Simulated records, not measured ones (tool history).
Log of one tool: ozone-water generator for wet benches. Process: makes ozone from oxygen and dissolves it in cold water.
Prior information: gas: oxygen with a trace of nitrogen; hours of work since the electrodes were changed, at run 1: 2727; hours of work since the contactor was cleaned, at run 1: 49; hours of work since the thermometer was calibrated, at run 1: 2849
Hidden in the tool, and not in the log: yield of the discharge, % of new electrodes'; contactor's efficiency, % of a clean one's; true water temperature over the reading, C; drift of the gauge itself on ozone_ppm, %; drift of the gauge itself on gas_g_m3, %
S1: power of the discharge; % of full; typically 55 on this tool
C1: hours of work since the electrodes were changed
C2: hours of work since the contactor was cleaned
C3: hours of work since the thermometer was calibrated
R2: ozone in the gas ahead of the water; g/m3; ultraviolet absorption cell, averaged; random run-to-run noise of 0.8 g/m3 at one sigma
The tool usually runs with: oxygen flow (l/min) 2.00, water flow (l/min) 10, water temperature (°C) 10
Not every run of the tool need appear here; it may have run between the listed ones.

run 1 hour=0.0 | S1=55 oxygen_flow_(l/min)=2.00 water_flow_(l/min)=10 water_temperature_(°C)=10 | C1=2727 C2=49 C3=2849 | dissolved_ozone_(ppm)=12.2 R2=116.5
run 2 hour=118.3 | S1=55 oxygen_flow_(l/min)=2.00 water_flow_(l/min)=10 water_temperature_(°C)=10 | C1=2813 C2=134 C3=2934 | dissolved_ozone_(ppm)=12.7 R2=115.3
run 3 hour=220.5 | S1=55 oxygen_flow_(l/min)=2.52 water_flow_(l/min)=10 water_temperature_(°C)=10 | C1=2886 C2=208 C3=3007 | dissolved_ozone_(ppm)=12.8 R2=101.2
run 4 hour=302.0 | S1=55 oxygen_flow_(l/min)=2.00 water_flow_(l/min)=10 water_temperature_(°C)=10 | C1=2945 C2=267 C3=3066 | dissolved_ozone_(ppm)=12.4 R2=116.4
run 5 hour=361.1 | S1=55 oxygen_flow_(l/min)=2.00 water_flow_(l/min)=10 water_temperature_(°C)=10 | C1=2988 C2=309 C3=3109 | dissolved_ozone_(ppm)=12.4 R2=115.7
run 6 hour=482.5 | S1=55 oxygen_flow_(l/min)=2.00 water_flow_(l/min)=10 water_temperature_(°C)=10 | C1=3075 C2=397 C3=3196 | dissolved_ozone_(ppm)=12.1 R2=114.8
run 7 hour=547.9 | S1=55 oxygen_flow_(l/min)=2.00 water_flow_(l/min)=10 water_temperature_(°C)=10 | C1=3122 C2=444 C3=3243 | dissolved_ozone_(ppm)=12.1 R2=115.4
run 8 hour=638.5 | S1=55 oxygen_flow_(l/min)=2.00 water_flow_(l/min)=10 water_temperature_(°C)=10 | C1=3187 C2=509 C3=3309 | dissolved_ozone_(ppm)=12.0 R2=113.9
run 9 hour=739.1 | S1=55 oxygen_flow_(l/min)=2.00 water_flow_(l/min)=10 water_temperature_(°C)=10 | C1=3260 C2=582 C3=3381 | dissolved_ozone_(ppm)=11.8 R2=115.2
run 10 hour=794.3 | S1=55 oxygen_flow_(l/min)=2.00 water_flow_(l/min)=15 water_temperature_(°C)=10 | C1=3300 C2=621 C3=3421 | dissolved_ozone_(ppm)=7.7 R2=113.6
run 11 hour=868.5 | S1=55 oxygen_flow_(l/min)=1.17 water_flow_(l/min)=10 water_temperature_(°C)=10 | C1=3353 C2=675 C3=3474 | dissolved_ozone_(ppm)=10.9 R2=153.4
run 12 hour=944.6 | S1=55 oxygen_flow_(l/min)=1.17 water_flow_(l/min)=10 water_temperature_(°C)=10 | C1=3408 C2=730 C3=3529 | dissolved_ozone_(ppm)=10.8 R2=151.8
run 13 hour=1043.1 | S1=55 oxygen_flow_(l/min)=1.17 water_flow_(l/min)=10 water_temperature_(°C)=10 | C1=3479 C2=801 C3=3600 | dissolved_ozone_(ppm)=10.9 R2=152.4
run 14 hour=1157.1 | S1=55 oxygen_flow_(l/min)=1.17 water_flow_(l/min)=10 water_temperature_(°C)=10 | C1=3561 C2=883 C3=3682 | dissolved_ozone_(ppm)=10.9 R2=151.8
run 15 hour=1247.5 | S1=55 oxygen_flow_(l/min)=1.17 water_flow_(l/min)=10 water_temperature_(°C)=10 | C1=3626 C2=948 C3=3747 | dissolved_ozone_(ppm)=10.9 R2=151.5
run 16 hour=1324.6 | S1=55 oxygen_flow_(l/min)=1.17 water_flow_(l/min)=10 water_temperature_(°C)=10 | C1=3682 C2=1004 C3=3803 | dissolved_ozone_(ppm)=10.8 R2=152.0
run 17 hour=1402.0 | S1=69 oxygen_flow_(l/min)=2.27 water_flow_(l/min)=9 water_temperature_(°C)=6 | C1=3738 C2=1059 C3=3859 | dissolved_ozone_(ppm)=16.4 R2=123.1
run 18 hour=1489.0 | S1=69 oxygen_flow_(l/min)=2.27 water_flow_(l/min)=9 water_temperature_(°C)=6 | C1=3800 C2=1122 C3=3921 | dissolved_ozone_(ppm)=16.1 R2=123.6

Run 19 is up next; what results do you expect?
run 19 hour=1569.3 | S1=69 oxygen_flow_(l/min)=2.33 water_flow_(l/min)=13 water_temperature_(°C)=6 | C1=3858 C2=1180 C3=3979 | dissolved_ozone_(ppm)=? R2=?

dissolved ozone (ppm): 11.1
R2: 122.3 g/m3
Had the tool carried no hidden state, the very same run would have given dissolved ozone (ppm) 12.8, R2 137.0 g/m3.

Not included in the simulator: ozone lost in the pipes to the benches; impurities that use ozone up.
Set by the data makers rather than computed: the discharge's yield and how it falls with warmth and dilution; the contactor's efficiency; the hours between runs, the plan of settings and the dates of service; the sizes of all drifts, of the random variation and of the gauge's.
